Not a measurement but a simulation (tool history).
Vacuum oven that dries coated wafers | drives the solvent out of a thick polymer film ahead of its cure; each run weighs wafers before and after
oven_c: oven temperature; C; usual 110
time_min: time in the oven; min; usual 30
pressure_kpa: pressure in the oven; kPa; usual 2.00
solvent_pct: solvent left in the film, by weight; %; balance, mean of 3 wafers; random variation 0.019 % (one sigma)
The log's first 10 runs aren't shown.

{"run": 11, "hour": 190.4, "oven_c": 110, "time_min": 36, "pressure_kpa": 1.48, "solvent_pct": 1.08}
{"run": 12, "hour": 204.5, "oven_c": 110, "time_min": 30, "pressure_kpa": 2.0, "solvent_pct": 1.58}
{"run": 13, "hour": 216.5, "oven_c": 110, "time_min": 30, "pressure_kpa": 2.0, "solvent_pct": 1.57}
{"run": 14, "hour": 237.3, "oven_c": 110, "time_min": 30, "pressure_kpa": 2.0, "solvent_pct": 1.58}
{"run": 15, "hour": 252.3, "oven_c": 110, "time_min": 30, "pressure_kpa": 2.0, "solvent_pct": 1.6}
{"hour": 255.7, "done": "vacuum gauge cleaned of residue and calibrated"}
{"run": 16, "hour": 270.2, "oven_c": 110, "time_min": 30, "pressure_kpa": 2.0, "solvent_pct": 1.65}
{"run": 17, "hour": 292.0, "oven_c": 110, "time_min": 30, "pressure_kpa": 2.0, "solvent_pct": 1.65}
{"run": 18, "hour": 315.4, "oven_c": 110, "time_min": 30, "pressure_kpa": 2.0, "solvent_pct": 1.6}
{"hour": 335.0, "done": "vacuum gauge cleaned of residue and calibrated, once more"}
{"run": 19, "hour": 337.5, "oven_c": 110, "time_min": 30, "pressure_kpa": 2.0, "solvent_pct": 1.49}
{"run": 20, "hour": 354.5, "oven_c": 118, "time_min": 30, "pressure_kpa": 2.0, "solvent_pct": 0.69}
{"run": 21, "hour": 366.8, "oven_c": 118, "time_min": 30, "pressure_kpa": 2.0, "solvent_pct": 0.72}
{"run": 22, "hour": 377.2, "oven_c": 118, "time_min": 30, "pressure_kpa": 2.0, "solvent_pct": 0.7}
{"run": 23, "hour": 389.9, "oven_c": 118, "time_min": 30, "pressure_kpa": 2.0, "solvent_pct": 0.7}
{"run": 24, "hour": 404.8, "oven_c": 110, "time_min": 30, "pressure_kpa": 2.0, "solvent_pct": 1.47}
{"run": 25, "hour": 423.5, "oven_c": 110, "time_min": 15, "pressure_kpa": 2.0, "solvent_pct": 3.83}
{"run": 26, "hour": 435.3, "oven_c": 123, "time_min": 30, "pressure_kpa": 3.19, "solvent_pct": 0.86}
{"run": 27, "hour": 455.9, "oven_c": 96, "time_min": 30, "pressure_kpa": 6.96, "solvent_pct": 7.92}

The next listed run, before its measurement:
{"run": 28, "hour": 470.6, "oven_c": 96, "time_min": 30, "pressure_kpa": 6.96, "solvent_pct": "?"}

{"run 28": {"solvent_pct": 7.92}}
Without the tool's hidden state the same run would have given solvent_pct 8.07 %.

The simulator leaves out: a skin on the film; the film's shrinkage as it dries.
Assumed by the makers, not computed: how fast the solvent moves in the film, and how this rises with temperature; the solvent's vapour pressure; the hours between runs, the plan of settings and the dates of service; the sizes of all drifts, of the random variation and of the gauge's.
